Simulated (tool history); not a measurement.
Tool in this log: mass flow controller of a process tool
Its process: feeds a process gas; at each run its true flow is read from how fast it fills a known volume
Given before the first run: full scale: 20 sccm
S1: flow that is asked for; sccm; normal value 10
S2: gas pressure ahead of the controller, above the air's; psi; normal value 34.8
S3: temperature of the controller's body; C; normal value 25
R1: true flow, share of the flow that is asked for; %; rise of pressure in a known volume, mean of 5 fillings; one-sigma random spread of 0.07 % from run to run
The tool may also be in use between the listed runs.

run,hour,S1,S2,S3,R1
1,0.0,10,34.8,25,99.46
2,113.7,10,34.8,25,99.51
3,334.1,10,34.8,25,99.52
4,559.9,10,34.8,25,99.34
5,742.0,10,34.8,25,99.63
6,918.2,10,29.0,25,99.41
7,1094.6,10,29.0,25,99.39
8,1237.2,10,29.0,25,99.31
9,1367.9,10,29.0,25,99.34
10,1554.5,10,31.3,25,99.49
11,1665.6,10,31.3,25,99.50
12,1890.6,10,31.3,25,99.59
13,2013.2,10,31.3,25,99.59
14,2238.3,10,34.8,25,99.52
15,2457.4,10,34.8,25,99.49
16,2626.0,10,34.8,25,99.51
17,2732.8,10,22.3,25,99.35
18,2925.3,10,34.8,20,99.74
19,3041.4,10,34.8,20,99.76
20,3296.0,10,34.8,20,99.73
21,3479.4,10,34.8,20,99.83
22,3720.0,10,34.8,20,99.93
23,3972.2,10,34.8,25,99.74
24,4192.6,10,22.3,25,99.35
25,4400.3,5,34.8,35,98.36
26,4619.6,5,34.8,35,98.50
27,4756.4,11,31.6,32,99.60
28,4894.8,11,31.6,32,99.55
29,5122.2,11,31.6,32,99.64
30,5295.9,11,24.9,32,99.54
31,5425.4,4,31.9,31,98.02
# hour 5440.1: controller's zero set anew
32,5538.7,4,40.0,31,97.81
33,5776.4,6,34.8,30,98.58
34,6012.6,6,34.8,30,98.52
35,6228.3,6,34.8,30,98.60
36,6348.5,10,34.8,34,99.23
# hour 6404.6: controller's zero set anew, once more
37,6468.7,10,24.2,34,99.79
38,6685.9,4,39.2,23,99.78
39,6840.9,6,38.6,37,99.44
40,7094.9,5,23.9,38,99.07
41,7324.8,7,20.6,30,99.57
42,7503.4,14,21.6,37,100.29
43,7684.5,15,27.3,26,100.72
44,7812.6,11,29.3,33,100.15
45,7988.8,14,29.3,33,100.59

For each run, the measured value with the value that run would have given without the tool's hidden condition subtracted. The run-to-run variation is shared by both, the gauge scatter possibly not:
The hidden state here: flow at rest that the sensor doesn't see, % of full scale; true flow over the shown one, %; drift of the gauge itself on true_pct, %.
run,R1
1,+0.54
2,+0.54
3,+0.56
4,+0.57
5,+0.58
6,+0.59
7,+0.60
8,+0.61
9,+0.61
10,+0.63
11,+0.64
12,+0.64
13,+0.65
14,+0.67
15,+0.69
16,+0.70
17,+0.70
18,+0.71
19,+0.72
20,+0.72
21,+0.74
22,+0.75
23,+0.77
24,+0.78
25,+0.36
26,+0.37
27,+0.86
28,+0.87
29,+0.88
30,+0.89
31,+0.16
32,-0.34
33,+0.23
34,+0.23
35,+0.25
36,+0.71
37,+1.39
38,+1.36
39,+1.39
40,+1.38
41,+1.42
42,+1.46
43,+1.47
44,+1.48
45,+1.49
